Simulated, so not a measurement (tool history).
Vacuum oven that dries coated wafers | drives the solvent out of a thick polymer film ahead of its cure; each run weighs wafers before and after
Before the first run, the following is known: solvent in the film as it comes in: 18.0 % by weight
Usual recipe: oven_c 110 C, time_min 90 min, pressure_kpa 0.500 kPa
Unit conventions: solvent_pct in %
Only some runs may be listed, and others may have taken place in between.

run	day	oven_c	time_min	pressure_kpa	solvent_pct
1	0.000	110	90	0.500	2.11
2	4.683	110	90	0.272	2.02
3	7.188	110	90	0.272	2.02
4	10.479	110	90	0.500	2.10
5	14.392	110	90	0.500	2.07
6	19.004	110	90	0.500	2.09
7	23.229	110	102	0.500	1.65
8	26.588	110	102	0.500	1.65
# day 28.412: oven's thermocouples calibrated
9	31.621	110	90	0.500	2.36
10	35.558	110	90	0.500	2.33
11	40.958	110	90	0.500	2.32
12	46.196	110	90	0.500	2.31
13	49.079	110	90	0.500	2.31
14	51.458	110	90	0.500	2.31
15	54.567	110	90	0.500	2.31
16	59.962	121	88	0.693	0.71
17	65.138	107	88	0.324	3.07
18	68.117	114	79	1.492	2.28
19	73.092	110	112	0.385	1.48
20	77.262	110	90	0.261	2.17
21	79.817	124	90	0.776	0.48
22	83.950	119	127	1.737	0.83
23	88.250	119	127	1.737	0.81
24	91.929	103	90	0.500	4.14
25	94.796	103	90	0.500	4.13
26	98.121	103	90	0.500	4.11

Each row is a separate what-if for the run after 26, all from the same tool condition, not one after another. Results?
A	101.046	113	50	0.500	?
B	101.046	117	72	0.500	?
C	101.046	106	124	0.414	?
D	101.046	110	159	0.782	?

run	solvent_pct
A	4.04
B	1.58
C	1.88
D	0.87
Had the tool no hidden state, the same runs would have come out as:
run	solvent_pct
A	4.28
B	1.70
C	1.99
D	0.87

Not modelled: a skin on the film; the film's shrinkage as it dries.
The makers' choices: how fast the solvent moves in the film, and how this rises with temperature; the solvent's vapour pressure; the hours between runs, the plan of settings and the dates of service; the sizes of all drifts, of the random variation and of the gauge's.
